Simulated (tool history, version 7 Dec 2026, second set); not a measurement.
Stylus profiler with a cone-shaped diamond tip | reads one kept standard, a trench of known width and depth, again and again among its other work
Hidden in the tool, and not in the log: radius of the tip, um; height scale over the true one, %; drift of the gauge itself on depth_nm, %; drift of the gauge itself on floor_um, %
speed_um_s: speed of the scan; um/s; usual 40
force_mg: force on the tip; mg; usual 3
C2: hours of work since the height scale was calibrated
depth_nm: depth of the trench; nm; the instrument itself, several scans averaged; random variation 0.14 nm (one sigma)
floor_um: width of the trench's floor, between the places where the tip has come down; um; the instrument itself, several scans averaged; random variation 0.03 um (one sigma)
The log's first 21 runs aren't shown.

run 22 hour=478.2 | speed_um_s=32 force_mg=1.36 | scans_with_this_tip=7502 C2=841 | depth_nm=503.78 floor_um=27.2
run 23 hour=500.5 | speed_um_s=68 force_mg=1.3 | scans_with_this_tip=7650 C2=858 | depth_nm=503.69 floor_um=26.97
run 24 hour=533.9 | speed_um_s=21 force_mg=3.97 | scans_with_this_tip=7873 C2=883 | depth_nm=507.85 floor_um=27.32
run 25 hour=551.9 | speed_um_s=34 force_mg=3.03 | scans_with_this_tip=7993 C2=896 | depth_nm=506.55 floor_um=27.26
run 26 hour=573.6 | speed_um_s=116 force_mg=1.49 | scans_with_this_tip=8137 C2=913 | depth_nm=504 floor_um=26.79
run 27 hour=607.6 | speed_um_s=101 force_mg=1.56 | scans_with_this_tip=8364 C2=938 | depth_nm=503.94 floor_um=26.78
run 28 hour=624.7 | speed_um_s=42 force_mg=1.56 | scans_with_this_tip=8478 C2=951 | depth_nm=504.41 floor_um=27.15
run 29 hour=646 | speed_um_s=21 force_mg=2.57 | scans_with_this_tip=8619 C2=967 | depth_nm=505.8 floor_um=27.24
run 30 hour=681 | speed_um_s=21 force_mg=2.57 | scans_with_this_tip=8853 C2=993 | depth_nm=505.95 floor_um=27.31

3 ways to go on from here, each from the tool as it stands after run 30. What would each give?
run A hour=702.7 | speed_um_s=102 force_mg=4.27 | scans_with_this_tip=8997 C2=1009 | depth_nm=? floor_um=?
run B hour=702.7 | speed_um_s=142 force_mg=2.77 | scans_with_this_tip=8997 C2=1009 | depth_nm=? floor_um=?
run C hour=702.7 | speed_um_s=40 force_mg=1.47 | scans_with_this_tip=8997 C2=1009 | depth_nm=? floor_um=?

run=A depth_nm=508.09 floor_um=27.04
run=B depth_nm=506.03 floor_um=26.85
run=C depth_nm=504 floor_um=27.15
Without the tool's hidden state the same runs would have given:
run=A depth_nm=508.05 floor_um=27.05
run=B depth_nm=505.99 floor_um=26.85
run=C depth_nm=503.96 floor_um=27.16
